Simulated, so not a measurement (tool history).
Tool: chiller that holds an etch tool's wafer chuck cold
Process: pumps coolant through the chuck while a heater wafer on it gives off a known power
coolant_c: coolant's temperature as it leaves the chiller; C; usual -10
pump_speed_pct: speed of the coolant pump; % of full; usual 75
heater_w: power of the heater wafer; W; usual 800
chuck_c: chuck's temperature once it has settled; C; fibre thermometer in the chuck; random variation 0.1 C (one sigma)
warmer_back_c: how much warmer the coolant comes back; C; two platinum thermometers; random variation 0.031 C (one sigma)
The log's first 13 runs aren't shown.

| run | hour | coolant_c | pump_speed_pct | heater_w | chuck_c | warmer_back_c |
|---|---|---|---|---|---|---|
| 14 | 575 | -6 | 75 | 800 | -0.1 | 2.8 |
| 15 | 610.2 | -10 | 75 | 1180 | -1 | 4.21 |
| 16 | 641.7 | -10 | 75 | 1180 | -1 | 4.19 |
| 17 | 671.7 | -10 | 75 | 1180 | -1.2 | 4.19 |
| 18 | 719.1 | -14 | 72 | 1094 | -5.3 | 4.12 |
| 19 | 767.6 | -9 | 66 | 582 | -4 | 2.39 |
| 20 | 795.4 | -10 | 66 | 472 | -6.2 | 1.95 |
| 21 | 826.8 | -10 | 63 | 477 | -5.7 | 2.05 |
|  | 831.4 | chiller's thermometer calibrated |
| 22 | 864.1 | -1 | 80 | 728 | 4 | 2.43 |
| 23 | 916.9 | -12 | 75 | 800 | -6 | 2.84 |
|  | 936.5 | chiller's thermometer calibrated, once more |
| 24 | 952.3 | -16 | 65 | 800 | -8.9 | 3.26 |
| 25 | 977.1 | -16 | 65 | 800 | -8.8 | 3.33 |
| 26 | 1030.7 | -16 | 65 | 800 | -8.8 | 3.35 |
| 27 | 1087.3 | -10 | 76 | 1010 | -2.2 | 3.55 |
| 28 | 1118.1 | -3 | 100 | 729 | 1.2 | 1.89 |
| 29 | 1151.5 | -10 | 60 | 800 | -2.3 | 3.65 |
| 30 | 1203.7 | -1 | 66 | 414 | 2.9 | 1.68 |
| 31 | 1246.3 | -1 | 66 | 414 | 2.7 | 1.69 |
| 32 | 1290.4 | -1 | 66 | 414 | 2.7 | 1.71 |

3 ways to go on from here, each from the tool as it stands after run 32. What would each give?
| A | 1339.2 | -3 | 75 | 800 | ? | ? |
| B | 1339.2 | -1 | 66 | 1003 | ? | ? |
| C | 1339.2 | -10 | 78 | 631 | ? | ? |

| run | chuck_c | warmer_back_c |
|---|---|---|
| A | 3.3 | 2.87 |
| B | 8.1 | 4.14 |
| C | -5.3 | 2.2 |
Without the tool's hidden state the same runs would have given:
| run | chuck_c | warmer_back_c |
|---|---|---|
| A | 2.7 | 2.75 |
| B | 7.2 | 3.97 |
| C | -5.8 | 2.11 |
